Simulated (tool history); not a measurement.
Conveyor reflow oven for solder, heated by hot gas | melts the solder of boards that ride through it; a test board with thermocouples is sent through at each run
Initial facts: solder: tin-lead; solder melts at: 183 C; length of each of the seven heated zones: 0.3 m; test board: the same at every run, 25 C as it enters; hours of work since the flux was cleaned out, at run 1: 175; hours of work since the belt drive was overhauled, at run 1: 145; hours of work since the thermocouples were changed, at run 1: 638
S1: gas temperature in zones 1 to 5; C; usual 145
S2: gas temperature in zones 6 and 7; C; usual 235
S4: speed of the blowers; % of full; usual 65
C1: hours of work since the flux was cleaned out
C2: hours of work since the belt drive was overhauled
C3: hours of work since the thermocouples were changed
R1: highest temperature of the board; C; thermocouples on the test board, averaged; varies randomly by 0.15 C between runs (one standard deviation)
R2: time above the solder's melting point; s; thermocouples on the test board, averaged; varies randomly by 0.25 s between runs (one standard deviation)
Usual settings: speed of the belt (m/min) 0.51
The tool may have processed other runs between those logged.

{"run": 1, "hour": 0.0, "S1": 145, "S2": 235, "speed of the belt (m/min)": 0.51, "S4": 65, "C1": 175, "C2": 145, "C3": 638, "R1": 219.9, "R2": 57.7}
{"run": 2, "hour": 10.3, "S1": 145, "S2": 235, "speed of the belt (m/min)": 0.51, "S4": 65, "C1": 182, "C2": 152, "C3": 646, "R1": 219.9, "R2": 57.1}
{"run": 3, "hour": 26.6, "S1": 145, "S2": 235, "speed of the belt (m/min)": 0.51, "S4": 65, "C1": 194, "C2": 163, "C3": 657, "R1": 219.8, "R2": 57}
{"run": 4, "hour": 42.3, "S1": 133, "S2": 235, "speed of the belt (m/min)": 0.51, "S4": 65, "C1": 204, "C2": 174, "C3": 668, "R1": 217.8, "R2": 51.4}
{"hour": 46.5, "done": "thermocouples of zones 6 and 7 changed"}
{"run": 5, "hour": 58.0, "S1": 133, "S2": 235, "speed of the belt (m/min)": 0.51, "S4": 65, "C1": 214, "C2": 184, "C3": 8, "R1": 216.6, "R2": 50.6}
{"run": 6, "hour": 66.8, "S1": 133, "S2": 235, "speed of the belt (m/min)": 0.51, "S4": 65, "C1": 220, "C2": 190, "C3": 14, "R1": 216.5, "R2": 50.4}
{"run": 7, "hour": 74.2, "S1": 133, "S2": 235, "speed of the belt (m/min)": 0.51, "S4": 65, "C1": 225, "C2": 195, "C3": 19, "R1": 216.3, "R2": 50.9}
{"run": 8, "hour": 86.5, "S1": 133, "S2": 235, "speed of the belt (m/min)": 0.51, "S4": 65, "C1": 234, "C2": 203, "C3": 28, "R1": 216.8, "R2": 50.4}
{"run": 9, "hour": 96.9, "S1": 133, "S2": 235, "speed of the belt (m/min)": 0.51, "S4": 65, "C1": 241, "C2": 211, "C3": 35, "R1": 216.4, "R2": 50.9}
{"run": 10, "hour": 112.1, "S1": 145, "S2": 235, "speed of the belt (m/min)": 0.51, "S4": 65, "C1": 252, "C2": 221, "C3": 46, "R1": 218.8, "R2": 56.2}
{"run": 11, "hour": 124.5, "S1": 145, "S2": 235, "speed of the belt (m/min)": 0.51, "S4": 65, "C1": 260, "C2": 230, "C3": 54, "R1": 218.9, "R2": 56.8}
{"run": 12, "hour": 141.3, "S1": 145, "S2": 235, "speed of the belt (m/min)": 0.51, "S4": 65, "C1": 272, "C2": 242, "C3": 66, "R1": 218.8, "R2": 56}
{"run": 13, "hour": 154.0, "S1": 145, "S2": 235, "speed of the belt (m/min)": 0.46, "S4": 65, "C1": 281, "C2": 250, "C3": 75, "R1": 221.5, "R2": 65.4}
{"run": 14, "hour": 163.2, "S1": 145, "S2": 235, "speed of the belt (m/min)": 0.46, "S4": 65, "C1": 287, "C2": 257, "C3": 81, "R1": 221.9, "R2": 65.3}
{"run": 15, "hour": 172.8, "S1": 145, "S2": 235, "speed of the belt (m/min)": 0.46, "S4": 65, "C1": 294, "C2": 264, "C3": 88, "R1": 221.6, "R2": 65.4}
{"run": 16, "hour": 185.1, "S1": 145, "S2": 235, "speed of the belt (m/min)": 0.46, "S4": 65, "C1": 303, "C2": 272, "C3": 97, "R1": 221.7, "R2": 65.6}
{"run": 17, "hour": 197.5, "S1": 151, "S2": 226, "speed of the belt (m/min)": 0.51, "S4": 65, "C1": 311, "C2": 281, "C3": 105, "R1": 211.9, "R2": 54.1}
{"run": 18, "hour": 205.5, "S1": 143, "S2": 234, "speed of the belt (m/min)": 0.51, "S4": 60, "C1": 317, "C2": 286, "C3": 111, "R1": 216.4, "R2": 53.5}
{"run": 19, "hour": 216.0, "S1": 145, "S2": 238, "speed of the belt (m/min)": 0.455, "S4": 65, "C1": 324, "C2": 294, "C3": 118, "R1": 225.1, "R2": 67.9}

What will run 20 give?
{"run": 20, "hour": 223.6, "S1": 145, "S2": 238, "speed of the belt (m/min)": 0.455, "S4": 65, "C1": 329, "C2": 299, "C3": 123, "R1": "?", "R2": "?"}

{"run 20": {"R1": 224.8, "R2": 67.5}}
If the tool had no hidden condition, the same run with the same run-to-run variation would have returned R1 225.4 C, R2 67.6 s.
